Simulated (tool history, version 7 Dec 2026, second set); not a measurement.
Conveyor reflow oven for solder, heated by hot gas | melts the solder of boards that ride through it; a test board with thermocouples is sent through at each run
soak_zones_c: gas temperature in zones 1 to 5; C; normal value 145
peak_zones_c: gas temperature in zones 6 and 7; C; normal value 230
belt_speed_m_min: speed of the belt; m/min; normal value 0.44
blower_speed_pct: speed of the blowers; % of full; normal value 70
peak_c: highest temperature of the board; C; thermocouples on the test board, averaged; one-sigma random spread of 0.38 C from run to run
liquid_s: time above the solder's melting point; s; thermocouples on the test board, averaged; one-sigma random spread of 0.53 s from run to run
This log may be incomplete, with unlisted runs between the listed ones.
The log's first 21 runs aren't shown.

| run | day | soak_zones_c | peak_zones_c | belt_speed_m_min | blower_speed_pct | hours of work since the flux was cleaned out | hours of work since the belt drive was overhauled | hours of work since the thermocouples were changed | peak_c | liquid_s |
|---|---|---|---|---|---|---|---|---|---|---|
| 22 | 23.142 | 151 | 230 | 0.44 | 56 | 462 | 1278 | 54 | 207.6 | 65.9 |
|  | 23.767 | flux residue cleaned out of gas plates and filters |
| 23 | 24.188 | 151 | 230 | 0.44 | 56 | 8 | 1294 | 69 | 211.4 | 71.4 |
| 24 | 25.625 | 145 | 244 | 0.407 | 84 | 34 | 1320 | 95 | 230.7 | 94.1 |
| 25 | 26.342 | 145 | 230 | 0.467 | 70 | 47 | 1333 | 108 | 211.1 | 64.9 |
| 26 | 27.867 | 153 | 230 | 0.44 | 56 | 74 | 1360 | 135 | 211.3 | 72.5 |
| 27 | 29.371 | 137 | 239 | 0.474 | 73 | 101 | 1387 | 163 | 216.6 | 66 |
| 28 | 30.638 | 137 | 239 | 0.474 | 73 | 124 | 1410 | 185 | 217 | 65.4 |
| 29 | 31.533 | 160 | 234 | 0.447 | 53 | 141 | 1426 | 202 | 214.2 | 78.8 |
| 30 | 32.675 | 150 | 234 | 0.447 | 64 | 161 | 1447 | 222 | 214.5 | 73.7 |
| 31 | 33.771 | 143 | 240 | 0.426 | 65 | 181 | 1467 | 242 | 219.5 | 79 |
| 32 | 34.65 | 143 | 240 | 0.426 | 65 | 197 | 1483 | 258 | 219.2 | 79.7 |

3 options for the next run, each taken on its own from the tool as it stands now. Forecast them:
| A | 36.054 | 144 | 230 | 0.44 | 70 | 222 | 1508 | 283 | ? | ? |
| B | 36.054 | 152 | 243 | 0.426 | 51 | 222 | 1508 | 283 | ? | ? |
| C | 36.054 | 132 | 230 | 0.44 | 66 | 222 | 1508 | 283 | ? | ? |

| run | peak_c | liquid_s |
|---|---|---|
| A | 211.4 | 68 |
| B | 219.4 | 82.7 |
| C | 207.8 | 58.2 |
Stripped of hidden state, with their random variation kept, the same runs would have yielded:
| run | peak_c | liquid_s |
|---|---|---|
| A | 214 | 69.9 |
| B | 221.7 | 83.3 |
| C | 210.6 | 61 |
